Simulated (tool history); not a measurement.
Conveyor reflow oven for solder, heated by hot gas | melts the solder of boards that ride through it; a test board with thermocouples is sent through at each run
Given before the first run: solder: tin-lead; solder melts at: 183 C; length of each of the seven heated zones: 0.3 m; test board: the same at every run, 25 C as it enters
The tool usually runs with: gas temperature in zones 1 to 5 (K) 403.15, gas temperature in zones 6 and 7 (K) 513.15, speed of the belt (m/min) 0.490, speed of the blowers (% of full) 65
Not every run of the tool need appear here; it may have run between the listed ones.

run	hour	gas temperature in zones 1 to 5 (K)	gas temperature in zones 6 and 7 (K)	speed of the belt (m/min)	speed of the blowers (% of full)	highest temperature of the board (K)	time above the solder's melting point (s)
1	0.0	403.15	513.15	0.490	65	485.95	47.3
2	15.2	399.15	513.15	0.490	65	484.75	45.0
3	35.8	399.15	513.15	0.490	54	478.65	37.7
4	57.1	403.15	513.15	0.490	65	485.55	46.8
# hour 69.5: flux residue cleaned out of gas plates and filters
5	80.4	403.15	513.15	0.490	65	487.85	48.6
6	91.7	391.15	513.15	0.490	65	484.65	43.2
7	111.9	403.15	513.15	0.555	65	481.55	37.6
8	123.0	403.15	513.15	0.490	58	483.55	44.8
9	141.5	403.15	513.15	0.490	58	483.25	45.1
10	158.2	403.15	520.15	0.490	58	488.75	50.1
11	174.1	403.15	520.15	0.490	58	488.85	49.7
12	184.4	403.15	520.15	0.490	58	489.05	49.8
13	206.6	388.15	502.15	0.412	75	485.55	54.1
14	228.2	412.15	513.15	0.432	65	494.15	65.3
15	237.2	405.15	513.15	0.490	65	487.15	49.9
16	252.9	405.15	523.15	0.490	65	495.65	55.7
17	265.6	405.15	523.15	0.490	65	495.05	56.1
18	282.5	391.15	527.15	0.490	65	495.05	51.8
19	296.5	393.15	527.15	0.490	78	501.85	57.6

Run 20 is up next; what results do you expect?
20	309.6	393.15	527.15	0.490	78	?	?

{"run 20": {"highest temperature of the board (K)": 501.35, "time above the solder's melting point (s)": 57.3}}
Take away the tool's hidden state, keep the run-to-run variation as it was, and the same run would have given highest temperature of the board (K) 502.15, time above the solder's melting point (s) 57.5.

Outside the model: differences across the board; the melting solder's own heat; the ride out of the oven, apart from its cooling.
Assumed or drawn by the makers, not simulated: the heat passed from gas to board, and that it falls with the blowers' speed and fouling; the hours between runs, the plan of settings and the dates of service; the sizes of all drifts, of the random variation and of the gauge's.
